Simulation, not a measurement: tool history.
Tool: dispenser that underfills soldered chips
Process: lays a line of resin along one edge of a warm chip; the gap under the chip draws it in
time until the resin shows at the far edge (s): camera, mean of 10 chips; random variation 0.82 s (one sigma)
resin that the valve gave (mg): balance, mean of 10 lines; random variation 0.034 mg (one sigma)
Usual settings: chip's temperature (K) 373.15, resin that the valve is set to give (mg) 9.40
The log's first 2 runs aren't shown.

| run | hour | chip's temperature (K) | resin that the valve is set to give (mg) | hours of work since the syringe was changed | hours of work since the valve was cleaned | hours of work since the stage was calibrated | time until the resin shows at the far edge (s) | resin that the valve gave (mg) |
|---|---|---|---|---|---|---|---|---|
|  | 7.3 | dispensing valve cleaned and set on the balance |
| 3 | 9.8 | 373.15 | 9.40 | 9 | 2 | 116 | 129.7 | 9.39 |
|  | 15.0 | new syringe of resin |
| 4 | 16.7 | 364.15 | 9.40 | 1 | 6 | 121 | 111.4 | 9.33 |
| 5 | 21.3 | 373.15 | 9.40 | 4 | 9 | 124 | 96.6 | 9.33 |
| 6 | 26.7 | 373.15 | 8.46 | 8 | 13 | 128 | 124.2 | 8.37 |
| 7 | 29.7 | 373.15 | 8.46 | 10 | 15 | 129 | 137.2 | 8.31 |
|  | 33.3 | new syringe of resin |
| 8 | 36.2 | 373.15 | 8.46 | 2 | 19 | 134 | 88.9 | 8.39 |
| 9 | 42.5 | 373.15 | 9.40 | 6 | 23 | 138 | 111.9 | 9.28 |
| 10 | 47.5 | 373.15 | 9.40 | 10 | 27 | 141 | 134.6 | 9.17 |
| 11 | 50.3 | 373.15 | 9.40 | 11 | 29 | 143 | 149.2 | 9.23 |
|  | 51.9 | new syringe of resin |
| 12 | 55.4 | 373.15 | 9.40 | 2 | 32 | 146 | 87.7 | 9.19 |
| 13 | 59.9 | 373.15 | 9.40 | 5 | 35 | 150 | 103.9 | 9.16 |
| 14 | 66.5 | 371.15 | 9.40 | 10 | 39 | 154 | 144.8 | 9.17 |
|  | 70.0 | new syringe of resin |
| 15 | 73.6 | 373.15 | 9.26 | 2 | 44 | 159 | 87.9 | 8.98 |
| 16 | 78.6 | 373.15 | 10.87 | 6 | 47 | 162 | 106.1 | 10.53 |
| 17 | 82.8 | 384.15 | 9.40 | 9 | 50 | 165 | 90.1 | 9.06 |
| 18 | 86.8 | 384.15 | 9.40 | 11 | 53 | 167 | 104.7 | 9.11 |
|  | 88.5 | new syringe of resin |
| 19 | 92.6 | 384.15 | 9.40 | 3 | 57 | 171 | 66.4 | 9.02 |
| 20 | 96.7 | 360.15 | 10.49 | 6 | 59 | 174 | 166.6 | 10.01 |
| 21 | 101.0 | 383.15 | 9.24 | 8 | 62 | 177 | 93.6 | 8.86 |

Run 22 comes next. What will it give?
| 22 | 105.3 | 383.15 | 9.24 | 11 | 65 | 180 | ? | ? |

time until the resin shows at the far edge (s): 111.5
resin that the valve gave (mg): 8.84
Without the tool's hidden state the same run would have given time until the resin shows at the far edge (s) 55.5, resin that the valve gave (mg) 9.25.
